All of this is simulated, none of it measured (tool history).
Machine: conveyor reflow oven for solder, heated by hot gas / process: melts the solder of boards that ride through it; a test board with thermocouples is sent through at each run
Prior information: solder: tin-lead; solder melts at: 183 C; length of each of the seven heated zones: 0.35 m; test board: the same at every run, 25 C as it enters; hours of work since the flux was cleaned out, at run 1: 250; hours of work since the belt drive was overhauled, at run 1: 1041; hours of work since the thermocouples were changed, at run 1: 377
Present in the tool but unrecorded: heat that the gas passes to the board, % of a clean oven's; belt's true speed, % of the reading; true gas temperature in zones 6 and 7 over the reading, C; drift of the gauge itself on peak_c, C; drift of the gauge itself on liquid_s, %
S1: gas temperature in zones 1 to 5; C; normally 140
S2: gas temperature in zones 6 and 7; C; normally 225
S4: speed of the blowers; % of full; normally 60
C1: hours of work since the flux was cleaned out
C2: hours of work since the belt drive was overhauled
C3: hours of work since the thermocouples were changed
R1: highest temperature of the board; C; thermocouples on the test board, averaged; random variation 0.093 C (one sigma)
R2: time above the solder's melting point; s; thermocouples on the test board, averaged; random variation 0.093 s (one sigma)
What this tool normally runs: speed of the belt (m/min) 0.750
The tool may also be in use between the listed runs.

{"run": 1, "hour": 0.0, "S1": 140, "S2": 225, "speed of the belt (m/min)": 0.75, "S4": 60, "C1": 250, "C2": 1041, "C3": 377, "R1": 203.6, "R2": 31.65}
{"run": 2, "hour": 31.7, "S1": 140, "S2": 225, "speed of the belt (m/min)": 0.75, "S4": 60, "C1": 272, "C2": 1064, "C3": 399, "R1": 203.58, "R2": 31.81}
{"run": 3, "hour": 67.6, "S1": 140, "S2": 225, "speed of the belt (m/min)": 0.75, "S4": 60, "C1": 297, "C2": 1089, "C3": 424, "R1": 203.42, "R2": 31.59}
{"run": 4, "hour": 94.9, "S1": 140, "S2": 225, "speed of the belt (m/min)": 0.75, "S4": 60, "C1": 316, "C2": 1108, "C3": 443, "R1": 203.56, "R2": 31.42}
{"hour": 103.7, "done": "belt drive overhauled, speed set with a stopwatch"}
{"run": 5, "hour": 129.1, "S1": 140, "S2": 225, "speed of the belt (m/min)": 0.75, "S4": 60, "C1": 337, "C2": 18, "C3": 464, "R1": 202.74, "R2": 30.43}
{"run": 6, "hour": 168.6, "S1": 140, "S2": 225, "speed of the belt (m/min)": 0.75, "S4": 60, "C1": 364, "C2": 45, "C3": 491, "R1": 202.69, "R2": 30.24}
{"hour": 180.0, "done": "flux residue cleaned out of gas plates and filters"}
{"run": 7, "hour": 210.5, "S1": 140, "S2": 225, "speed of the belt (m/min)": 0.75, "S4": 60, "C1": 21, "C2": 71, "C3": 517, "R1": 201.13, "R2": 28.18}
{"run": 8, "hour": 230.7, "S1": 140, "S2": 225, "speed of the belt (m/min)": 0.75, "S4": 60, "C1": 35, "C2": 85, "C3": 531, "R1": 200.94, "R2": 28.2}
{"run": 9, "hour": 260.4, "S1": 140, "S2": 225, "speed of the belt (m/min)": 0.75, "S4": 60, "C1": 56, "C2": 106, "C3": 552, "R1": 200.98, "R2": 28.29}
{"run": 10, "hour": 291.4, "S1": 151, "S2": 225, "speed of the belt (m/min)": 0.75, "S4": 60, "C1": 77, "C2": 127, "C3": 573, "R1": 204.01, "R2": 34.49}
{"hour": 311.7, "done": "flux residue cleaned out of gas plates and filters, once more"}
{"run": 11, "hour": 334.1, "S1": 151, "S2": 225, "speed of the belt (m/min)": 0.75, "S4": 60, "C1": 16, "C2": 153, "C3": 600, "R1": 207.7, "R2": 38.39}
{"run": 12, "hour": 368.0, "S1": 140, "S2": 225, "speed of the belt (m/min)": 0.613, "S4": 60, "C1": 39, "C2": 177, "C3": 623, "R1": 211.27, "R2": 47.82}
{"run": 13, "hour": 391.9, "S1": 140, "S2": 225, "speed of the belt (m/min)": 0.613, "S4": 60, "C1": 56, "C2": 193, "C3": 640, "R1": 211.24, "R2": 47.76}
{"run": 14, "hour": 415.8, "S1": 140, "S2": 225, "speed of the belt (m/min)": 0.631, "S4": 60, "C1": 72, "C2": 210, "C3": 656, "R1": 210.41, "R2": 45.38}
{"run": 15, "hour": 433.2, "S1": 140, "S2": 225, "speed of the belt (m/min)": 0.631, "S4": 60, "C1": 85, "C2": 222, "C3": 668, "R1": 210.4, "R2": 45.35}
{"run": 16, "hour": 467.4, "S1": 148, "S2": 232, "speed of the belt (m/min)": 0.75, "S4": 71, "C1": 108, "C2": 246, "C3": 692, "R1": 215.09, "R2": 43.26}
{"run": 17, "hour": 506.9, "S1": 155, "S2": 220, "speed of the belt (m/min)": 0.855, "S4": 78, "C1": 136, "C2": 273, "C3": 720, "R1": 204.74, "R2": 32.89}
{"run": 18, "hour": 532.6, "S1": 155, "S2": 220, "speed of the belt (m/min)": 0.855, "S4": 78, "C1": 154, "C2": 291, "C3": 738, "R1": 204.53, "R2": 32.96}
{"run": 19, "hour": 563.9, "S1": 142, "S2": 236, "speed of the belt (m/min)": 0.627, "S4": 60, "C1": 175, "C2": 313, "C3": 759, "R1": 220.11, "R2": 53.33}
{"run": 20, "hour": 600.6, "S1": 134, "S2": 216, "speed of the belt (m/min)": 0.707, "S4": 58, "C1": 201, "C2": 339, "C3": 785, "R1": 197.3, "R2": 25.28}
{"run": 21, "hour": 618.3, "S1": 134, "S2": 216, "speed of the belt (m/min)": 0.707, "S4": 58, "C1": 213, "C2": 351, "C3": 797, "R1": 197.12, "R2": 25.15}
{"run": 22, "hour": 634.8, "S1": 134, "S2": 233, "speed of the belt (m/min)": 0.707, "S4": 73, "C1": 225, "C2": 362, "C3": 809, "R1": 215.43, "R2": 42.07}
{"run": 23, "hour": 666.8, "S1": 126, "S2": 223, "speed of the belt (m/min)": 0.809, "S4": 53, "C1": 247, "C2": 385, "C3": 831, "R1": 193.29, "R2": 14.95}
{"run": 24, "hour": 700.6, "S1": 126, "S2": 223, "speed of the belt (m/min)": 0.809, "S4": 53, "C1": 270, "C2": 408, "C3": 854, "R1": 193.24, "R2": 15.09}
{"hour": 726.3, "done": "thermocouples of zones 6 and 7 changed"}
{"run": 25, "hour": 730.3, "S1": 126, "S2": 223, "speed of the belt (m/min)": 0.809, "S4": 53, "C1": 290, "C2": 427, "C3": 3, "R1": 191.48, "R2": 12.84}
{"run": 26, "hour": 752.3, "S1": 147, "S2": 223, "speed of the belt (m/min)": 0.777, "S4": 53, "C1": 305, "C2": 443, "C3": 18, "R1": 199.38, "R2": 27.27}
{"run": 27, "hour": 781.1, "S1": 138, "S2": 228, "speed of the belt (m/min)": 0.854, "S4": 81, "C1": 325, "C2": 463, "C3": 38, "R1": 205.17, "R2": 28.55}
{"run": 28, "hour": 810.4, "S1": 148, "S2": 221, "speed of the belt (m/min)": 0.75, "S4": 66, "C1": 345, "C2": 483, "C3": 58, "R1": 202.72, "R2": 33.44}
{"run": 29, "hour": 840.8, "S1": 127, "S2": 221, "speed of the belt (m/min)": 0.832, "S4": 66, "C1": 367, "C2": 504, "C3": 80, "R1": 193.62, "R2": 15.37}

Take each entry between the runs: how does the hidden state at the last listed run before it differ from the hidden state at the first listed run after it?
From run 4 to run 5: belt drive overhauled, speed set with a stopwatch (hour 103.7)
  heat that the gas passes to the board, % of a clean oven's: 92.9 -> 92.5; belt's true speed, % of the reading: 98.5 -> 99.86; true gas temperature in zones 6 and 7 over the reading, C: 0.98 -> 1.03
  difference, measured minus the result without the unlogged condition, R1: -0.50 -> -1.07 C; R2: -0.27 -> -1.38 s
From run 6 to run 7: flux residue cleaned out of gas plates and filters (hour 180.0)
  heat that the gas passes to the board, % of a clean oven's: 91.9 -> 86.2; belt's true speed, % of the reading: 99.82 -> 99.79; true gas temperature in zones 6 and 7 over the reading, C: 1.09 -> 1.15
  difference, measured minus the result without the unlogged condition, R1: -1.16 -> -2.78 C; R2: -1.48 -> -3.41 s
From run 10 to run 11: flux residue cleaned out of gas plates and filters, once more (hour 311.7)
  heat that the gas passes to the board, % of a clean oven's: 85.2 -> 99.6; belt's true speed, % of the reading: 99.72 -> 99.68; true gas temperature in zones 6 and 7 over the reading, C: 1.27 -> 1.32
  difference, measured minus the result without the unlogged condition, R1: -2.57 -> +1.06 C; R2: -3.11 -> +0.97 s
From run 24 to run 25: thermocouples of zones 6 and 7 changed (hour 726.3)
  heat that the gas passes to the board, % of a clean oven's: 94.4 -> 94; belt's true speed, % of the reading: 99.35 -> 99.32; true gas temperature in zones 6 and 7 over the reading, C: 1.87 -> -0.13
  difference, measured minus the result without the unlogged condition, R1: +0.10 -> -1.49 C; R2: +0.05 -> -1.89 s
